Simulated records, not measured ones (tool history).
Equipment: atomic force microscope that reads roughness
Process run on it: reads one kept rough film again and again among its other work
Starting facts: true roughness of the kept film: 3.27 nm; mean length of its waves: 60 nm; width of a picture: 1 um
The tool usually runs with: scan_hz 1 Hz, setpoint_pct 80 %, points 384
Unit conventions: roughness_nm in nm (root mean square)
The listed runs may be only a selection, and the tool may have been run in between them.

Run 1, hour 0: usual settings. Result: roughness_nm 2.664 nm (root mean square).
At hour 27.3: new tip fitted.
Run 2, hour 48.3: usual settings but scan_hz 1.65 Hz. Result: roughness_nm 2.592 nm (root mean square).
Run 3, hour 83.8: usual settings but setpoint_pct 63 %. Result: roughness_nm 2.773 nm (root mean square).
At hour 95.4: new tip fitted.
Run 4, hour 141.7: usual settings. Result: roughness_nm 2.634 nm (root mean square).
At hour 165.5: new tip fitted.
Run 5, hour 192.3: usual settings. Result: roughness_nm 2.716 nm (root mean square).
At hour 197.5: height scale calibrated on a step standard.
At hour 234.1: new tip fitted.
Run 6, hour 238.1: usual settings. Result: roughness_nm 2.786 nm (root mean square).
Run 7, hour 284.1: usual settings but scan_hz 1.59 Hz, setpoint_pct 79 %, points 932. Result: roughness_nm 2.492 nm (root mean square).
At hour 302.2: new tip fitted.
Run 8, hour 349.2: usual settings but scan_hz 1.59 Hz, setpoint_pct 79 %, points 932. Result: roughness_nm 2.519 nm (root mean square).
At hour 370.2: new tip fitted.
Run 9, hour 428.6: usual settings but scan_hz 1.59 Hz, setpoint_pct 79 %, points 932. Result: roughness_nm 2.463 nm (root mean square).
At hour 437.6: new tip fitted.
At hour 462.8: height scale calibrated on a step standard, once more.
Run 10, hour 498.9: usual settings but scan_hz 1.59 Hz, setpoint_pct 74 %, points 932. Result: roughness_nm 2.645 nm (root mean square).
At hour 508.9: new tip fitted.
Run 11, hour 545.9: usual settings but scan_hz 1.42 Hz, points 580. Result: roughness_nm 2.639 nm (root mean square).

Alternative continuations, all from the tool just after run 11; predict every row:
At hour 580.8: new tip fitted.
Run A, hour 609.5: usual settings but setpoint_pct 60 %, points 428. Result: roughness_nm ?.
At hour 580.8: new tip fitted.
Run B, hour 609.5: usual settings but scan_hz 1.27 Hz, setpoint_pct 63 %, points 308. Result: roughness_nm ?.
At hour 580.8: new tip fitted.
Run C, hour 609.5: usual settings but scan_hz 0.97 Hz, points 580. Result: roughness_nm ?.
At hour 580.8: new tip fitted.
Run D, hour 609.5: usual settings but scan_hz 1.4 Hz, points 504. Result: roughness_nm ?.

run  roughness_nm
  A         2.985
  B         2.934
  C         2.805
  D         2.702
With no hidden state in the tool, these same runs would have given:
run  roughness_nm
  A         3.087
  B         3.035
  C         2.901
  D         2.794

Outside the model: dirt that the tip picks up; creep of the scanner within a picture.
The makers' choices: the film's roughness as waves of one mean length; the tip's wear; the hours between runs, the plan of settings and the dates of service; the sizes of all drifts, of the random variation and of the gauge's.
